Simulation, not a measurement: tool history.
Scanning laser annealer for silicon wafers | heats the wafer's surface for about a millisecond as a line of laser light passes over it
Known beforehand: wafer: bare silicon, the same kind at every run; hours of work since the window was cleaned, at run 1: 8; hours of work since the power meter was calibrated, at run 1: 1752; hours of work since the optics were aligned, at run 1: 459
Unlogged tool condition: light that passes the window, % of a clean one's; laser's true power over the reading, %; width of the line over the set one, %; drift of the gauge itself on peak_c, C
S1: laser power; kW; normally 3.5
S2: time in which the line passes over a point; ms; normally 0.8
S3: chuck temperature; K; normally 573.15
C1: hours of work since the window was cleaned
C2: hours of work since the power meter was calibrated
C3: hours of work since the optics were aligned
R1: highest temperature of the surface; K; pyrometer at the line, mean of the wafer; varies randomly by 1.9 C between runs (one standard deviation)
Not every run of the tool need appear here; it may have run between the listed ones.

{"run": 1, "day": 0.0, "S1": 3.5, "S2": 0.8, "S3": 573.15, "C1": 8, "C2": 1752, "C3": 459, "R1": 1362.15}
{"run": 2, "day": 2.621, "S1": 3.5, "S2": 0.8, "S3": 573.15, "C1": 55, "C2": 1799, "C3": 506, "R1": 1361.15}
{"run": 3, "day": 4.267, "S1": 3.5, "S2": 0.8, "S3": 573.15, "C1": 84, "C2": 1829, "C3": 535, "R1": 1357.15}
{"run": 4, "day": 6.083, "S1": 3.5, "S2": 0.8, "S3": 573.15, "C1": 117, "C2": 1861, "C3": 568, "R1": 1356.15}
{"run": 5, "day": 8.388, "S1": 3.5, "S2": 0.8, "S3": 573.15, "C1": 158, "C2": 1903, "C3": 609, "R1": 1355.15}
{"run": 6, "day": 9.6, "S1": 3.5, "S2": 0.8, "S3": 573.15, "C1": 180, "C2": 1924, "C3": 631, "R1": 1356.15}
{"run": 7, "day": 11.929, "S1": 3.5, "S2": 0.8, "S3": 573.15, "C1": 222, "C2": 1966, "C3": 673, "R1": 1350.15}
{"run": 8, "day": 13.412, "S1": 3.5, "S2": 0.8, "S3": 572.15, "C1": 248, "C2": 1993, "C3": 699, "R1": 1346.15}
{"run": 9, "day": 14.733, "S1": 3.5, "S2": 0.8, "S3": 573.15, "C1": 272, "C2": 2017, "C3": 723, "R1": 1348.15}
{"run": 10, "day": 16.792, "S1": 3.5, "S2": 0.8, "S3": 573.15, "C1": 309, "C2": 2053, "C3": 760, "R1": 1342.15}
{"run": 11, "day": 18.258, "S1": 3.314, "S2": 0.8, "S3": 573.15, "C1": 335, "C2": 2080, "C3": 786, "R1": 1303.15}
{"run": 12, "day": 20.862, "S1": 3.314, "S2": 0.8, "S3": 573.15, "C1": 382, "C2": 2126, "C3": 833, "R1": 1300.15}
{"run": 13, "day": 22.654, "S1": 3.314, "S2": 0.775, "S3": 573.15, "C1": 414, "C2": 2159, "C3": 865, "R1": 1287.15}
{"run": 14, "day": 25.142, "S1": 3.025, "S2": 0.775, "S3": 540.15, "C1": 459, "C2": 2203, "C3": 910, "R1": 1189.15}
{"run": 15, "day": 27.725, "S1": 3.025, "S2": 0.775, "S3": 540.15, "C1": 505, "C2": 2250, "C3": 956, "R1": 1185.15}
{"day": 27.958, "done": "window over the wafer cleaned"}
{"run": 16, "day": 28.892, "S1": 3.025, "S2": 0.775, "S3": 540.15, "C1": 17, "C2": 2269, "C3": 976, "R1": 1177.15}
{"run": 17, "day": 31.462, "S1": 3.684, "S2": 0.955, "S3": 540.15, "C1": 63, "C2": 2315, "C3": 1022, "R1": 1410.15}
{"run": 18, "day": 32.975, "S1": 3.586, "S2": 0.955, "S3": 555.15, "C1": 90, "C2": 2342, "C3": 1049, "R1": 1398.15}
{"day": 34.092, "done": "optics aligned, line set to its width"}
{"run": 19, "day": 35.346, "S1": 3.191, "S2": 0.8, "S3": 573.15, "C1": 129, "C2": 2381, "C3": 22, "R1": 1259.15}
{"run": 20, "day": 37.675, "S1": 3.191, "S2": 0.8, "S3": 573.15, "C1": 170, "C2": 2423, "C3": 64, "R1": 1257.15}

Run 21 has not been measured yet. What should we expect?
{"run": 21, "day": 40.221, "S1": 3.54, "S2": 0.932, "S3": 576.15, "C1": 216, "C2": 2468, "C3": 110, "R1": "?"}

Run 21 came out at R1 1402.15 K.
On a tool with no hidden condition, and with the same random variation, this run would have come out at R1 1462.15 K.
